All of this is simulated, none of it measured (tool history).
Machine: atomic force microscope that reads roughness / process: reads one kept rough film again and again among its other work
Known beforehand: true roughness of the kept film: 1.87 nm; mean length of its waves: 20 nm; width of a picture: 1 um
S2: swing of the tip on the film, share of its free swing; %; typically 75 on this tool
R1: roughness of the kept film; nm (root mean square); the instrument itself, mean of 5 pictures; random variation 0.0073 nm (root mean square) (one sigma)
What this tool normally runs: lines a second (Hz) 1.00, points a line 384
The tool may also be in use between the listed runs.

{"run": 1, "day": 0.0, "lines a second (Hz)": 1.0, "S2": 75, "points a line": 384, "R1": 1.534}
{"day": 0.583, "done": "new tip fitted"}
{"run": 2, "day": 1.188, "lines a second (Hz)": 1.0, "S2": 75, "points a line": 384, "R1": 1.533}
{"run": 3, "day": 3.617, "lines a second (Hz)": 1.0, "S2": 75, "points a line": 384, "R1": 1.533}
{"day": 5.454, "done": "new tip fitted"}
{"run": 4, "day": 6.238, "lines a second (Hz)": 1.23, "S2": 75, "points a line": 384, "R1": 1.526}
{"run": 5, "day": 7.729, "lines a second (Hz)": 1.23, "S2": 75, "points a line": 384, "R1": 1.532}
{"run": 6, "day": 9.971, "lines a second (Hz)": 1.23, "S2": 75, "points a line": 384, "R1": 1.518}
{"day": 10.35, "done": "new tip fitted"}
{"run": 7, "day": 11.258, "lines a second (Hz)": 1.23, "S2": 75, "points a line": 384, "R1": 1.514}
{"run": 8, "day": 13.083, "lines a second (Hz)": 1.23, "S2": 75, "points a line": 384, "R1": 1.508}
{"run": 9, "day": 14.979, "lines a second (Hz)": 1.23, "S2": 75, "points a line": 384, "R1": 1.512}
{"day": 15.133, "done": "new tip fitted"}
{"run": 10, "day": 17.292, "lines a second (Hz)": 1.0, "S2": 59, "points a line": 384, "R1": 1.588}
{"run": 11, "day": 19.8, "lines a second (Hz)": 1.0, "S2": 64, "points a line": 384, "R1": 1.575}
{"day": 20.062, "done": "new tip fitted"}
{"run": 12, "day": 21.212, "lines a second (Hz)": 1.0, "S2": 64, "points a line": 384, "R1": 1.568}
{"run": 13, "day": 22.379, "lines a second (Hz)": 1.0, "S2": 64, "points a line": 384, "R1": 1.578}
{"run": 14, "day": 24.567, "lines a second (Hz)": 1.0, "S2": 64, "points a line": 384, "R1": 1.582}
{"day": 24.933, "done": "new tip fitted"}
{"run": 15, "day": 25.967, "lines a second (Hz)": 1.0, "S2": 64, "points a line": 384, "R1": 1.58}
{"run": 16, "day": 28.371, "lines a second (Hz)": 1.0, "S2": 64, "points a line": 384, "R1": 1.571}
{"day": 29.783, "done": "new tip fitted"}
{"run": 17, "day": 30.029, "lines a second (Hz)": 1.0, "S2": 64, "points a line": 384, "R1": 1.587}
{"run": 18, "day": 31.646, "lines a second (Hz)": 1.0, "S2": 64, "points a line": 384, "R1": 1.576}
{"run": 19, "day": 34.033, "lines a second (Hz)": 1.0, "S2": 75, "points a line": 551, "R1": 1.547}
{"day": 34.617, "done": "new tip fitted"}
{"run": 20, "day": 35.246, "lines a second (Hz)": 1.0, "S2": 78, "points a line": 384, "R1": 1.533}
{"run": 21, "day": 37.808, "lines a second (Hz)": 1.0, "S2": 78, "points a line": 384, "R1": 1.532}
{"day": 39.521, "done": "new tip fitted"}
{"run": 22, "day": 40.383, "lines a second (Hz)": 1.0, "S2": 78, "points a line": 384, "R1": 1.532}
{"run": 23, "day": 42.504, "lines a second (Hz)": 1.0, "S2": 74, "points a line": 384, "R1": 1.546}
{"run": 24, "day": 44.104, "lines a second (Hz)": 1.0, "S2": 74, "points a line": 384, "R1": 1.539}
{"day": 44.421, "done": "new tip fitted"}
{"run": 25, "day": 46.25, "lines a second (Hz)": 1.0, "S2": 74, "points a line": 384, "R1": 1.542}
{"run": 26, "day": 48.312, "lines a second (Hz)": 1.0, "S2": 74, "points a line": 384, "R1": 1.54}
{"day": 49.25, "done": "new tip fitted"}
{"run": 27, "day": 50.033, "lines a second (Hz)": 1.0, "S2": 74, "points a line": 384, "R1": 1.552}
{"run": 28, "day": 51.175, "lines a second (Hz)": 1.0, "S2": 86, "points a line": 308, "R1": 1.47}
{"run": 29, "day": 53.196, "lines a second (Hz)": 2.73, "S2": 75, "points a line": 384, "R1": 1.4}
{"day": 54.108, "done": "new tip fitted"}
{"run": 30, "day": 54.417, "lines a second (Hz)": 2.73, "S2": 84, "points a line": 384, "R1": 1.303}
{"run": 31, "day": 56.562, "lines a second (Hz)": 1.21, "S2": 75, "points a line": 384, "R1": 1.506}
{"day": 58.9, "done": "new tip fitted"}
{"run": 32, "day": 58.9, "lines a second (Hz)": 0.51, "S2": 73, "points a line": 688, "R1": 1.594}
{"run": 33, "day": 60.142, "lines a second (Hz)": 1.54, "S2": 75, "points a line": 794, "R1": 1.52}
{"run": 34, "day": 62.071, "lines a second (Hz)": 0.95, "S2": 75, "points a line": 794, "R1": 1.566}
{"run": 35, "day": 63.396, "lines a second (Hz)": 2.42, "S2": 67, "points a line": 902, "R1": 1.513}
{"day": 63.779, "done": "new tip fitted"}
{"run": 36, "day": 64.579, "lines a second (Hz)": 1.0, "S2": 65, "points a line": 624, "R1": 1.597}
{"run": 37, "day": 66.425, "lines a second (Hz)": 1.0, "S2": 65, "points a line": 624, "R1": 1.576}
{"day": 68.562, "done": "new tip fitted"}
{"run": 38, "day": 68.562, "lines a second (Hz)": 1.0, "S2": 75, "points a line": 429, "R1": 1.539}
{"run": 39, "day": 70.683, "lines a second (Hz)": 2.58, "S2": 60, "points a line": 472, "R1": 1.548}
{"run": 40, "day": 71.867, "lines a second (Hz)": 2.27, "S2": 68, "points a line": 857, "R1": 1.518}
{"run": 41, "day": 73.075, "lines a second (Hz)": 2.27, "S2": 68, "points a line": 857, "R1": 1.512}
{"day": 73.529, "done": "new tip fitted"}
{"run": 42, "day": 74.558, "lines a second (Hz)": 3.41, "S2": 63, "points a line": 510, "R1": 1.503}
{"run": 43, "day": 75.983, "lines a second (Hz)": 3.41, "S2": 63, "points a line": 510, "R1": 1.488}
{"run": 44, "day": 77.65, "lines a second (Hz)": 1.42, "S2": 65, "points a line": 510, "R1": 1.562}
{"day": 78.342, "done": "new tip fitted"}
{"run": 45, "day": 79.671, "lines a second (Hz)": 1.42, "S2": 65, "points a line": 510, "R1": 1.572}
{"run": 46, "day": 81.208, "lines a second (Hz)": 2.06, "S2": 65, "points a line": 510, "R1": 1.536}
{"day": 83.154, "done": "new tip fitted"}
{"run": 47, "day": 83.388, "lines a second (Hz)": 2.06, "S2": 65, "points a line": 510, "R1": 1.537}
{"run": 48, "day": 85.208, "lines a second (Hz)": 0.82, "S2": 69, "points a line": 437, "R1": 1.592}
{"run": 49, "day": 87.35, "lines a second (Hz)": 0.58, "S2": 77, "points a line": 341, "R1": 1.558}
{"day": 88.046, "done": "new tip fitted"}
{"run": 50, "day": 88.617, "lines a second (Hz)": 0.58, "S2": 77, "points a line": 341, "R1": 1.556}
{"run": 51, "day": 89.917, "lines a second (Hz)": 0.53, "S2": 65, "points a line": 999, "R1": 1.627}
{"run": 52, "day": 91.475, "lines a second (Hz)": 0.53, "S2": 65, "points a line": 999, "R1": 1.623}

Alternative continuations, all from the tool just after run 52; predict every row:
{"day": 93.021, "done": "new tip fitted"}
{"run": "A", "day": 93.267, "lines a second (Hz)": 3.04, "S2": 65, "points a line": 999, "R1": "?"}
{"day": 93.021, "done": "new tip fitted"}
{"run": "B", "day": 93.267, "lines a second (Hz)": 1.29, "S2": 68, "points a line": 328, "R1": "?"}
{"day": 93.021, "done": "new tip fitted"}
{"run": "C", "day": 93.267, "lines a second (Hz)": 3.11, "S2": 65, "points a line": 403, "R1": "?"}

run=A R1=1.502
run=B R1=1.546
run=C R1=1.484
What these runs would have given with no unlogged condition in the tool:
run=A R1=1.503
run=B R1=1.546
run=C R1=1.485
